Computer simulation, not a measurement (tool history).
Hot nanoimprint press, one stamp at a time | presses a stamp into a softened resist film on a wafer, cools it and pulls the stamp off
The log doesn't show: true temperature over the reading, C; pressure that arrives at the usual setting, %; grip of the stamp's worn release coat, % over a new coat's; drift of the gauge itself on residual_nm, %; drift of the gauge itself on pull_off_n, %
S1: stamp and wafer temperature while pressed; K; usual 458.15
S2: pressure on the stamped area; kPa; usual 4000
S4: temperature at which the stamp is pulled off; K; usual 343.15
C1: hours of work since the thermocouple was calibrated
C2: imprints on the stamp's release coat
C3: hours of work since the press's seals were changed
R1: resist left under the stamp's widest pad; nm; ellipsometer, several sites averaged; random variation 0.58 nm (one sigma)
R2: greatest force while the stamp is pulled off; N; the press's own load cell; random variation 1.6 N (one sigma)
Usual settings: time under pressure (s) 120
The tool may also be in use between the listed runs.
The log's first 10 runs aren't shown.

{"run": 11, "hour": 573.0, "S1": 458.15, "S2": 3760, "time under pressure (s)": 120, "S4": 348.15, "C1": 54, "C2": 410, "C3": 94, "R1": 213.1, "R2": 104}
{"run": 12, "hour": 628.1, "S1": 458.15, "S2": 3760, "time under pressure (s)": 120, "S4": 348.15, "C1": 82, "C2": 580, "C3": 122, "R1": 213.2, "R2": 108}
{"run": 13, "hour": 698.7, "S1": 458.15, "S2": 4000, "time under pressure (s)": 120, "S4": 343.15, "C1": 118, "C2": 798, "C3": 158, "R1": 207, "R2": 125}
{"run": 14, "hour": 732.7, "S1": 458.15, "S2": 4000, "time under pressure (s)": 120, "S4": 343.15, "C1": 135, "C2": 903, "C3": 175, "R1": 206.5, "R2": 123}
{"run": 15, "hour": 771.7, "S1": 458.15, "S2": 4000, "time under pressure (s)": 120, "S4": 343.15, "C1": 155, "C2": 1023, "C3": 194, "R1": 206.2, "R2": 124}
{"run": 16, "hour": 817.0, "S1": 458.15, "S2": 4000, "time under pressure (s)": 120, "S4": 343.15, "C1": 178, "C2": 1163, "C3": 217, "R1": 205.9, "R2": 127}
{"run": 17, "hour": 879.4, "S1": 454.15, "S2": 4000, "time under pressure (s)": 183, "S4": 334.15, "C1": 209, "C2": 1355, "C3": 249, "R1": 206, "R2": 146}
{"run": 18, "hour": 917.2, "S1": 455.15, "S2": 4580, "time under pressure (s)": 190, "S4": 343.15, "C1": 228, "C2": 1472, "C3": 268, "R1": 182.3, "R2": 126}
{"hour": 954.0, "done": "stamp cleaned and given a new release coat"}
{"run": 19, "hour": 983.5, "S1": 466.15, "S2": 2870, "time under pressure (s)": 63, "S4": 330.15, "C1": 259, "C2": 91, "C3": 299, "R1": 232.4, "R2": 133}
{"run": 20, "hour": 1029.8, "S1": 458.15, "S2": 2510, "time under pressure (s)": 127, "S4": 349.15, "C1": 282, "C2": 233, "C3": 322, "R1": 252.6, "R2": 98}
{"run": 21, "hour": 1095.7, "S1": 453.15, "S2": 3790, "time under pressure (s)": 88, "S4": 348.15, "C1": 316, "C2": 437, "C3": 355, "R1": 279.3, "R2": 105}
{"run": 22, "hour": 1136.1, "S1": 457.15, "S2": 2720, "time under pressure (s)": 85, "S4": 349.15, "C1": 336, "C2": 561, "C3": 376, "R1": 286.3, "R2": 104}

Forecast run 23:
{"hour": 1173.6, "done": "plate thermocouple calibrated"}
{"run": 23, "hour": 1223.4, "S1": 469.15, "S2": 4000, "time under pressure (s)": 120, "S4": 343.15, "C1": 25, "C2": 821, "C3": 418, "R1": "?", "R2": "?"}

{"run 23": {"R1": 142.5, "R2": 122}}
Without the tool's hidden state the same run would have given R1 139.6 nm, R2 109 N.
